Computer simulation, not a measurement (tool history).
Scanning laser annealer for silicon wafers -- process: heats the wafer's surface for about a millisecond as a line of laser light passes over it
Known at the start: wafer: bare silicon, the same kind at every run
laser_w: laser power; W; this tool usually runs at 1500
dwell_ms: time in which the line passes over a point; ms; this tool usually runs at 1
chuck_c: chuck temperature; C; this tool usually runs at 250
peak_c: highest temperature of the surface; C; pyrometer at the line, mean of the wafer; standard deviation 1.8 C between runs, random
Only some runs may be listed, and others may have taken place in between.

run    hour  laser_w  dwell_ms  chuck_c  peak_c
  1       0     1500         1      250     951
  2    59.3     1500         1      250     953
  3    85.5     1500         1      250     953
  4   112.7     1500         1      250     955
  5   154.9     1500         1      250     952
  6   200.2     1500         1      270     972
  7   236.7     1500         1      250     954
  8     278     1500         1      210     912
  9   321.2     1500         1      250     953
 10   360.7     1591         1      250    1009
 11   421.7     1639         1      250    1040
 12   484.2     1639         1      250    1042
 13   548.2     1639         1      250    1038
 14   589.8     1493         1      250     948
 15   633.6     1493         1      250     948
 16   685.8     1493       0.7      250     814
      727.9  -- window over the wafer cleaned
 17   749.9     1493       0.7      250     818
 18   801.7     1619         1      250    1031
 19   829.1     1609      0.86      231     937
 20   888.5     1648      1.06      264    1088
 21   917.5     1648      1.06      264    1091
 22   962.7     1648      1.06      264    1088
 23  1025.2     1648      0.96      220     997
 24  1059.9     1429       0.9      255     875
 25  1100.8     1429       0.9      255     874
 26  1145.8     1414      0.74      253     796
 27  1205.9     1500      1.09      250     990
 28  1248.7     1381      0.79      262     810
 29  1286.9     1634      0.96      250    1020
 30  1324.6     1634      0.95      279    1044
 31  1353.8     1634      0.95      279    1041
 32    1410     1362      0.78      231     766
 33    1471     1500       0.8      254     868
     1502.9  -- window over the wafer cleaned
 34    1513     1500      0.73      279     863
 35  1572.5     1500         1      282     988

Here are 4 independent what-if runs from the current tool condition. What would each one return?
  A  1607.1     1500       1.1      282       ?
  B  1607.1     1501      0.89      270       ?
  C  1607.1     1301      1.22      237       ?
  D  1607.1     1457         1      282       ?

run  peak_c
  A    1023
  B     926
  C     891
  D     961
Stripped of hidden state, with their random variation kept, the same runs would have yielded:
run  peak_c
  A    1024
  B     927
  C     891
  D     961

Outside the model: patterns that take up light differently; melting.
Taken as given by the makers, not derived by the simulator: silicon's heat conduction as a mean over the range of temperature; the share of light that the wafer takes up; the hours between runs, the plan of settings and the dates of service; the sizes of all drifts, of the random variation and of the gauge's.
